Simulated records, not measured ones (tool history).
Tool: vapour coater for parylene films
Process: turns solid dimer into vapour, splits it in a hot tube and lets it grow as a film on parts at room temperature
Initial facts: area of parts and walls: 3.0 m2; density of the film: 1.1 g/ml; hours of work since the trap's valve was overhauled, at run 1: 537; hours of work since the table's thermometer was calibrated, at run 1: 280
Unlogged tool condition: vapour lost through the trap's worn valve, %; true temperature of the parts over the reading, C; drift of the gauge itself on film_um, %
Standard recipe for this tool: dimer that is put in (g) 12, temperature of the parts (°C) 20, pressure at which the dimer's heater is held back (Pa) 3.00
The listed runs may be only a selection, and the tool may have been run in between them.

run     day  dimer that is put in (g)  temperature of the parts (°C)  pressure at which the dimer's heater is held back (Pa)  hours of work since the trap's valve was overhauled  hours of work since the table's thermometer was calibrated  thickness of the film (nm)
  1   0.000                        12                             20                                                    3.00                                                  537                                                         280                        1880
  2   0.621                        12                             20                                                    3.00                                                  548                                                         291                        1940
      0.838  -- trap's valve overhauled
  3   1.412                        12                             20                                                    3.00                                                   10                                                         302                        2180
  4   1.796                        16                             20                                                    3.00                                                   17                                                         309                        2770
  5   2.358                        16                             20                                                    3.00                                                   27                                                         319                        2850
  6   2.900                        12                             20                                                    3.00                                                   36                                                         328                        2080
  7   3.158                        12                             20                                                    3.00                                                   41                                                         333                        2160
  8   3.658                         5                             20                                                    3.00                                                   50                                                         342                         890
  9   4.192                         5                             20                                                    3.00                                                   59                                                         351                         860
 10   4.600                         5                             20                                                    3.00                                                   66                                                         358                         840
 11   5.000                         5                             20                                                    3.00                                                   74                                                         365                         900
 12   5.325                        12                             14                                                    3.00                                                   79                                                         371                        2460
 13   5.821                        12                             14                                                    3.00                                                   88                                                         380                        2460
 14   6.221                        12                             19                                                    3.00                                                   95                                                         387                        2120
 15   6.504                        12                             20                                                    3.00                                                  100                                                         392                        2120
 16   6.983                        12                             20                                                    3.00                                                  109                                                         400                        2030
 17   7.458                        12                             20                                                   11.17                                                  117                                                         409                        1630
 18   7.904                        12                             20                                                   11.17                                                  125                                                         417                        1620
 19   8.508                        10                             20                                                    3.00                                                  136                                                         427                        1730
 20   8.975                        10                             20                                                    3.00                                                  144                                                         435                        1690
 21   9.258                        10                             20                                                    3.00                                                  149                                                         441                        1740
 22   9.550                        10                             20                                                    3.00                                                  154                                                         446                        1690
 23  10.088                        10                             20                                                    3.00                                                  163                                                         455                        1740
 24  10.496                        10                             20                                                    3.00                                                  171                                                         462                        1740
 25  11.096                        10                             20                                                   11.88                                                  181                                                         473                        1350
 26  11.367                        10                             20                                                   11.88                                                  186                                                         478                        1350
 27  11.871                        13                             20                                                    9.98                                                  195                                                         487                        1810
 28  12.333                        17                             17                                                    5.97                                                  203                                                         495                        2770
 29  12.608                         8                             18                                                    3.00                                                  208                                                         500                        1480
 30  13.071                         8                             18                                                    3.00                                                  216                                                         508                        1430
 31  13.358                         6                             19                                                    3.75                                                  221                                                         513                         990
 32  13.962                         9                             23                                                    3.47                                                  232                                                         524                        1380
 33  14.475                         9                             20                                                    3.65                                                  241                                                         533                        1520
 34  15.071                        17                             20                                                    4.68                                                  252                                                         543                        2690
 35  15.400                        17                             20                                                    4.68                                                  257                                                         549                        2660
 36  15.762                        12                             20                                                    3.68                                                  264                                                         555                        1930
 37  16.317                        12                             22                                                    8.94                                                  274                                                         565                        1630
 38  16.633                        12                             22                                                    8.94                                                  279                                                         571                        1610
 39  17.050                        21                             25                                                    3.00                                                  286                                                         578                        3080
 40  17.438                        13                             17                                                    2.21                                                  293                                                         585                        2480

What does the tool deliver on the next run?
 41  17.696                         8                             21                                                    7.16                                                  298                                                         590                           ?

{"run 41": {"thickness of the film (nm)": 1120}}
Were there no unlogged condition in the tool, this run, its random variation unchanged, would have produced thickness of the film (nm) 1210.
